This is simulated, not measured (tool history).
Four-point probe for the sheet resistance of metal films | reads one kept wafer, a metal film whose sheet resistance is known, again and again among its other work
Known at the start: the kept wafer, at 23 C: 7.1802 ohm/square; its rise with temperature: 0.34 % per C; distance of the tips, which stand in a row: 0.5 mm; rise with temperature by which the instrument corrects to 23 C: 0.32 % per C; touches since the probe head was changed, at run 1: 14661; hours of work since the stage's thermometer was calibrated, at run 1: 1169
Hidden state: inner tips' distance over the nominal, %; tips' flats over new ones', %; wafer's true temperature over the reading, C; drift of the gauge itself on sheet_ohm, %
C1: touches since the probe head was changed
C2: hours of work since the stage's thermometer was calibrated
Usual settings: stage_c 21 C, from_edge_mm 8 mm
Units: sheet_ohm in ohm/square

run 1 hour=0 | stage_c=21 from_edge_mm=8 | C1=14661 C2=1169 | sheet_ohm=7.183421
run 2 hour=18.1 | stage_c=21 from_edge_mm=8 | C1=15011 C2=1181 | sheet_ohm=7.180758
run 3 hour=41.7 | stage_c=21 from_edge_mm=8 | C1=15465 C2=1196 | sheet_ohm=7.179238
run 4 hour=74 | stage_c=21 from_edge_mm=8 | C1=16088 C2=1216 | sheet_ohm=7.18335
run 5 hour=104 | stage_c=21 from_edge_mm=8 | C1=16667 C2=1236 | sheet_ohm=7.180981
run 6 hour=123.6 | stage_c=21 from_edge_mm=7 | C1=17046 C2=1248 | sheet_ohm=7.182452
run 7 hour=159.3 | stage_c=21 from_edge_mm=7 | C1=17734 C2=1271 | sheet_ohm=7.185254
run 8 hour=175.4 | stage_c=21 from_edge_mm=7 | C1=18045 C2=1281 | sheet_ohm=7.185005
run 9 hour=198.3 | stage_c=21 from_edge_mm=7 | C1=18486 C2=1296 | sheet_ohm=7.184141
run 10 hour=219.9 | stage_c=21 from_edge_mm=8 | C1=18904 C2=1310 | sheet_ohm=7.176593
run 11 hour=240.6 | stage_c=27 from_edge_mm=8 | C1=19302 C2=1323 | sheet_ohm=7.186729
run 12 hour=276 | stage_c=27 from_edge_mm=8 | C1=19986 C2=1346 | sheet_ohm=7.184203
run 13 hour=312.6 | stage_c=27 from_edge_mm=8 | C1=20691 C2=1369 | sheet_ohm=7.181576
run 14 hour=336.1 | stage_c=27 from_edge_mm=8 | C1=21144 C2=1384 | sheet_ohm=7.182412
run 15 hour=353.2 | stage_c=28 from_edge_mm=7 | C1=21474 C2=1395 | sheet_ohm=7.188124
-- hour=355.4 stage's thermometer calibrated
run 16 hour=384.7 | stage_c=32 from_edge_mm=5 | C1=22073 C2=19 | sheet_ohm=7.209093
run 17 hour=400.4 | stage_c=30 from_edge_mm=25 | C1=22374 C2=29 | sheet_ohm=7.169536
run 18 hour=437.1 | stage_c=21 from_edge_mm=4 | C1=23083 C2=52 | sheet_ohm=7.216847
-- hour=448.2 stage's thermometer calibrated, once more
run 19 hour=470.5 | stage_c=33 from_edge_mm=18 | C1=23717 C2=14 | sheet_ohm=7.185765
run 20 hour=497.6 | stage_c=29 from_edge_mm=4 | C1=24241 C2=32 | sheet_ohm=7.241594
run 21 hour=529.3 | stage_c=21 from_edge_mm=43 | C1=24852 C2=52 | sheet_ohm=7.172414
run 22 hour=554 | stage_c=34 from_edge_mm=50 | C1=25328 C2=68 | sheet_ohm=7.184974
run 23 hour=580.1 | stage_c=25 from_edge_mm=10 | C1=25832 C2=84 | sheet_ohm=7.184014
run 24 hour=610.1 | stage_c=30 from_edge_mm=13 | C1=26411 C2=103 | sheet_ohm=7.184418
run 25 hour=640.8 | stage_c=22 from_edge_mm=20 | C1=27003 C2=123 | sheet_ohm=7.173921
run 26 hour=678.5 | stage_c=23 from_edge_mm=30 | C1=27731 C2=147 | sheet_ohm=7.170173
run 27 hour=699.4 | stage_c=23 from_edge_mm=30 | C1=28133 C2=161 | sheet_ohm=7.171531
run 28 hour=714.9 | stage_c=27 from_edge_mm=54 | C1=28433 C2=170 | sheet_ohm=7.172483

The same runs without the tool's hidden state, with the same run-to-run variation:
run=1 sheet_ohm=7.19452
run=2 sheet_ohm=7.192154
run=3 sheet_ohm=7.191036
run=4 sheet_ohm=7.195687
run=5 sheet_ohm=7.193802
run=6 sheet_ohm=7.195596
run=7 sheet_ohm=7.198946
run=8 sheet_ohm=7.198943
run=9 sheet_ohm=7.198433
run=10 sheet_ohm=7.191251
run=11 sheet_ohm=7.201545
run=12 sheet_ohm=7.199608
run=13 sheet_ohm=7.197553
run=14 sheet_ohm=7.198736
run=15 sheet_ohm=7.204735
run=16 sheet_ohm=7.227828
run=17 sheet_ohm=7.18849
run=18 sheet_ohm=7.236894
run=19 sheet_ohm=7.191837
run=20 sheet_ohm=7.248116
run=21 sheet_ohm=7.179348
run=22 sheet_ohm=7.192352
run=23 sheet_ohm=7.19179
run=24 sheet_ohm=7.192676
run=25 sheet_ohm=7.182631
run=26 sheet_ohm=7.179468
run=27 sheet_ohm=7.181164
run=28 sheet_ohm=7.182346

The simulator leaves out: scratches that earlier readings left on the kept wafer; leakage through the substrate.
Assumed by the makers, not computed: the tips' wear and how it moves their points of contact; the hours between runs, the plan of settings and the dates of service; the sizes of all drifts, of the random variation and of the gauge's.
